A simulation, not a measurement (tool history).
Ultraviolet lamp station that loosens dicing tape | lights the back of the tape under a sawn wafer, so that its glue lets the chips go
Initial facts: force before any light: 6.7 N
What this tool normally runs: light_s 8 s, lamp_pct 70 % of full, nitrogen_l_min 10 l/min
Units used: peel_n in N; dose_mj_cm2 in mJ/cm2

run,hour,light_s,lamp_pct,nitrogen_l_min,peel_n,dose_mj_cm2
1,0,8,70,10,0.718,437
2,12.6,8,70,5,0.997,436
3,26.7,8,70,5,1.04,431
4,44.2,8,70,5,0.997,430
5,52.3,8,70,10,0.708,429
6,63.7,8,70,10,0.698,427
7,72.6,8,70,10,0.744,427
8,82,8,70,10,0.737,425
# hour 83.4: window cleaned of glue's vapour
9,99.1,8,70,10,0.795,416
10,108.4,8,70,10,0.795,410
# hour 113.5: window cleaned of glue's vapour, once more
11,127.4,8,70,10,0.706,441
12,145.5,8,70,10,0.71,436
13,162.4,8,70,10,0.694,437
14,181.1,8,67,10,0.771,411
15,195.3,8,70,17,0.58,429
16,205.5,8,70,17,0.596,433

What will run 17 give?
17,215.8,13,70,16,?,?

peel_n: 0.252 N
dose_mj_cm2: 694 mJ/cm2
If the tool had no hidden condition, the same run with the same run-to-run variation would have returned peel_n 0.215 N, dose_mj_cm2 789 mJ/cm2.

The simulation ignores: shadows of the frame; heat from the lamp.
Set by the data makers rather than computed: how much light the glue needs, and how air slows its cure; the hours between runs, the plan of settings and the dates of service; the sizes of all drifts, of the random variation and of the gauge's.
